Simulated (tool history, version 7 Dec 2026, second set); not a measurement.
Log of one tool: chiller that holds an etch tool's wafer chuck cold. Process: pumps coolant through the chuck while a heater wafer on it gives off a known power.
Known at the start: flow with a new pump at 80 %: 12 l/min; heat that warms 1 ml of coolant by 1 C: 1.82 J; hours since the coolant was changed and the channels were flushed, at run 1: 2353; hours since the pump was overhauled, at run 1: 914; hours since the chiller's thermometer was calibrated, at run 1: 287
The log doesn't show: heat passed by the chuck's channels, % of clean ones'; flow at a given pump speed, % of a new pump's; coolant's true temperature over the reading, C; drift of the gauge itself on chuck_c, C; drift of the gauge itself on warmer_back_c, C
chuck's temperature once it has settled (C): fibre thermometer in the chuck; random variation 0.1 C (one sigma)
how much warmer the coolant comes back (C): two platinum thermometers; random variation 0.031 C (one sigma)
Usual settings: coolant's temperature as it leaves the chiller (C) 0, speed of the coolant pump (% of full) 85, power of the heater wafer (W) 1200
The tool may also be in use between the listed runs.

run,hour,coolant's temperature as it leaves the chiller (C),speed of the coolant pump (% of full),power of the heater wafer (W),hours since the coolant was changed and the channels were flushed,hours since the pump was overhauled,hours since the chiller's thermometer was calibrated,chuck's temperature once it has settled (C),how much warmer the coolant comes back (C)
1,0,0,85,1200,2353,914,287,7.1,3.06
2,37.2,9,85,1200,2390,951,324,16.1,3.12
3,75.7,9,85,1200,2428,990,363,16.2,3.02
4,136.3,9,85,1200,2489,1050,423,16.2,3.07
5,170.1,9,85,1200,2523,1084,457,16.2,3.01
6,197.9,0,85,1200,2551,1112,485,7,3.01
7,234,0,88,1200,2587,1148,521,6.9,2.94
8,264.2,0,88,1200,2617,1178,551,6.7,2.94
9,317.7,0,88,1200,2670,1232,605,6.9,2.95
10,371,0,88,1200,2724,1285,658,7,2.84
11,409.4,0,88,1200,2762,1323,696,7,2.86
12,439.7,0,88,1200,2792,1354,727,7.1,2.89
13,474.5,9,80,1545,2827,1388,761,18.6,4.02
14,527.2,0,85,1360,2880,1441,814,7.9,3.31
15,576.7,0,91,698,2929,1491,864,3.9,1.54
16,604.9,4,83,1444,2958,1519,892,12.6,3.61
17,638,-5,85,663,2991,1552,925,-1,1.54
18,678.9,-5,85,663,3032,1593,966,-1.1,1.46
19,709.5,-5,85,663,3062,1623,996,-1.1,1.55
20,763.4,3,85,856,3116,1677,1050,8.1,1.97
21,813.5,6,65,792,3166,1727,1100,11.5,2.34
22,856.9,-6,85,1176,3210,1771,1144,1,2.77

The same runs without the tool's hidden state, with the same run-to-run variation:
run,how much warmer the coolant comes back (C)
1,3.06
2,3.14
3,3.05
4,3.12
5,3.07
6,3.08
7,3.02
8,3.03
9,3.06
10,2.97
11,3.01
12,3.04
13,4.19
14,3.49
15,1.75
16,3.82
17,1.77
18,1.7
19,1.8
20,2.24
21,2.63
22,3.08
chuck's temperature once it has settled (C): within 0.1 of the measured result in every run.
